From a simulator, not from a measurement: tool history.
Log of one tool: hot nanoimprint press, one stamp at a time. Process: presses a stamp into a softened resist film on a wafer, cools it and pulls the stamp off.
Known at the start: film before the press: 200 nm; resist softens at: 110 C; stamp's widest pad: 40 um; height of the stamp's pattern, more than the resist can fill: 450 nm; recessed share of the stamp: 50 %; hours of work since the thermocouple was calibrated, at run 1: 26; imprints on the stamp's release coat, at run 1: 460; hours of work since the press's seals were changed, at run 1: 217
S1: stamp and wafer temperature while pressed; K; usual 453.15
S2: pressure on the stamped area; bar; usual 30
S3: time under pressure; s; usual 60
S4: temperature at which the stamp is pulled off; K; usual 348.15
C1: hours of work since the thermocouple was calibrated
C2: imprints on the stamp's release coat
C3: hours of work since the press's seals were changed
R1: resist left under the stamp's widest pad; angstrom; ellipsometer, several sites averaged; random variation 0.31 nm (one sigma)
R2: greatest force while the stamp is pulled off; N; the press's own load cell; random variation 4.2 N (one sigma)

run     day      S1    S2   S3      S4   C1    C2   C3    R1   R2
  1       0  453.15    30   60  348.15   26   460  217   813  204
  2   1.796  453.15    30   60  348.15   47   526  237   812  197
  3   3.358  453.15    30   60  348.15   64   584  255   811  205
  4   5.521  453.15    30   60  348.15   89   663  279   812  196
  5   6.654  453.15    30   60  348.15  102   705  292   812  197
  6   8.242  453.15    30   60  348.15  120   764  310   816  211
  7   10.15  453.15    30   60  348.15  141   834  332   809  205
  8    11.5  453.15    30   60  348.15  156   884  347   811  210
  9  13.604  453.15  21.2   60  348.15  180   962  371   987  208
 10  15.717  453.15  21.2   60  348.15  204  1040  395   984  211
 11  17.304  453.15  21.2   60  353.15  222  1098  413   984  173
 12  19.304  464.15  21.2   40  340.15  245  1172  435   829  266
 13  20.842  464.15  21.2   40  340.15  262  1229  453   826  251
 14  23.079  455.15  21.2  103  334.15  287  1311  478   773  294
 15   24.35  455.15  21.2  103  334.15  302  1358  492   773  292
 16  25.992  450.15  21.2   45  334.15  320  1419  511  1171  284
 17  28.312  450.15  21.2   45  334.15  347  1504  537  1171  288
 18  29.575  450.15  21.2   45  334.15  361  1551  551  1169  292
     30.017  -- stamp cleaned and given a new release coat
 19  30.846  442.15  21.4  115  334.15  372    30  563  1119  297
     31.979  -- plate thermocouple calibrated
 20  32.171  453.15  43.3   60  348.15    2    75  577   659  202
 21  33.783  453.15  22.1   73  346.15   20   134  595   898  223

Forecast each of these 4 alternatives for the next run:
  A  35.938  461.15    30  60  348.15  45  214  619   ?   ?
  B  35.938  449.15  22.1  73  346.15  45  214  619   ?   ?
  C  35.938  443.15  34.4  69  348.15  45  214  619   ?   ?
  D  35.938  465.15    30  43  335.15  45  214  619   ?   ?

run    R1   R2
  A   635  204
  B  1015  213
  C   988  207
  D   646  289
Without the tool's hidden state the same runs would have given:
run    R1   R2
  A   635  204
  B  1014  212
  C   988  207
  D   646  288
